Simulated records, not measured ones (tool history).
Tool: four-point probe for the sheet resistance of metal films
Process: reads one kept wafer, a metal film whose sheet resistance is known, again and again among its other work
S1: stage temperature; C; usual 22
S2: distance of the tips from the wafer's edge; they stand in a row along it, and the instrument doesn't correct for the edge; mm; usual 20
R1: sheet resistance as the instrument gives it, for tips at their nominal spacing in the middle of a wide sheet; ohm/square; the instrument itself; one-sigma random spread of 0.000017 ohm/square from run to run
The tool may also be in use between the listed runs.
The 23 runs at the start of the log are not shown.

run    hour  S1  S2        R1
 24  1281.1  29   3  0.089827
 25  1339.9  30  18  0.085204
 26  1382.4  22   8  0.085774
 27  1416.6  22   8  0.085768
 28  1452.5  33  20  0.085162
 29  1489.9  22  73  0.085068
 30  1554.7  20  20  0.085202
 31  1589.9  22  11  0.085404
 32  1653.8  24   7  0.085978
 33    1729  28  10  0.085485
 34  1763.1  28  10  0.085474
 35  1837.6  30   7  0.085912
 36  1913.3  30  17  0.085129
 37  1987.3  22  17  0.085123
 38    2038  18   4   0.08772
 39  2085.5  18   4  0.087734
 40  2139.4  28   8  0.085682
 41  2185.8  20  20  0.085107
 42  2221.6  20  31  0.085006
 43    2259  20   3  0.089721
 44  2331.3  20   3  0.089701
 45  2371.6  20   3  0.089718
 46  2437.2  22   6  0.086166

Alternative continuations, all from the tool just after run 46; predict every row:
  A  2492.9  22   9   ?
  B  2492.9  22   3   ?
  C  2492.9  22  21   ?

run        R1
  A  0.085501
  B  0.089706
  C  0.085003
Stripped of hidden state, with their random variation kept, the same runs would have yielded:
run        R1
  A  0.085876
  B  0.090098
  C  0.085376

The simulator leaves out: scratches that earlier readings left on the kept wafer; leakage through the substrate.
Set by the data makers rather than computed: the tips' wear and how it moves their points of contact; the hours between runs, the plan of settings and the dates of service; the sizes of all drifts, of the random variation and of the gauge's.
